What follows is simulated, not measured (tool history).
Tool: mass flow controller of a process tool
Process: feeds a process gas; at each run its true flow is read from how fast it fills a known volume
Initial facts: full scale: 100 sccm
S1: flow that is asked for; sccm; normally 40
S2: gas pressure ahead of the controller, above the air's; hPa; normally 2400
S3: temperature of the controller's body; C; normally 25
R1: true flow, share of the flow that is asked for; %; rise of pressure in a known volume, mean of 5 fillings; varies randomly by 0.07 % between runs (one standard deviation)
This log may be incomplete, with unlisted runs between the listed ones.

run    hour  S1    S2  S3     R1
  1     0.0  40  2400  25  97.92
  2    99.3  40  2400  25  98.04
  3   161.5  68  2400  25  98.77
  4   263.4  68  2400  25  98.72
  5   391.0  68  2400  25  98.54
  6   496.6  40  2400  26  97.35
  7   627.8  40  2400  25  97.46
  8   751.9  40  2400  25  97.47
  9   854.4  40  2400  25  97.30
 10   945.5  17  2400  25  96.37
 11  1013.0  17  2400  25  96.39
 12  1135.0  40  2400  24  97.09
 13  1196.5  40  1670  25  97.28
 14  1290.7  40  1670  25  97.19
 15  1381.3  24  1670  25  96.69
 16  1513.6  24  1670  25  96.54
 17  1602.1  24  1670  25  96.39
 18  1691.3  24  1670  25  96.34
 19  1758.5  40  2400  25  96.61
 20  1834.6  40  2400  25  96.57
 21  1936.9  40  2400  25  96.47
 22  2001.2  40  2400  25  96.39
 23  2105.1  40  2400  25  96.54
 24  2184.0  40  2400  25  96.37
 25  2252.4  56  2470  34  96.32
 26  2339.5  56  2470  34  96.28
 27  2418.4  56  2470  34  96.13
 28  2525.9  40  2800  25  96.18
 29  2580.6  30  2760  21  95.93
 30  2663.5  40  2400  25  95.96
 31  2763.1  40  2630  25  95.82
 32  2820.2  13  2470  23  95.08
 33  2886.8  14  1880  23  95.20
 34  3013.5  14  1880  23  95.14
 35  3113.8  51  2640  23  96.15
 36  3219.0  12  2480  33  94.30
 37  3298.3  12  2560  33  94.16
 38  3358.4  40  2070  25  95.56
 39  3452.3  19  1660  32  94.53
 40  3536.8  30  1770  24  95.27
 41  3598.2  30  1770  24  95.30
 42  3686.8  30  1770  24  97.72
 43  3797.3  30  1770  24  97.72
 44  3915.3  30  1770  24  97.69
 45  3999.8  11  1970  22  97.05
 46  4095.1  11  1970  22  96.96
 47  4186.7  12  1740  29  96.49

Put back what was entered between runs (1 entry, withheld): which listed runs does each sit between, and how does the hidden state differ from the listed run before to the listed run after?
Logged between run 41 and run 42: gauge calibrated (hour 3649.5)
  drift of the gauge itself on true_pct, %: -2.57 -> -0.03
  measured value less the no-hidden-state value, R1: -2.52 -> -0.03 %
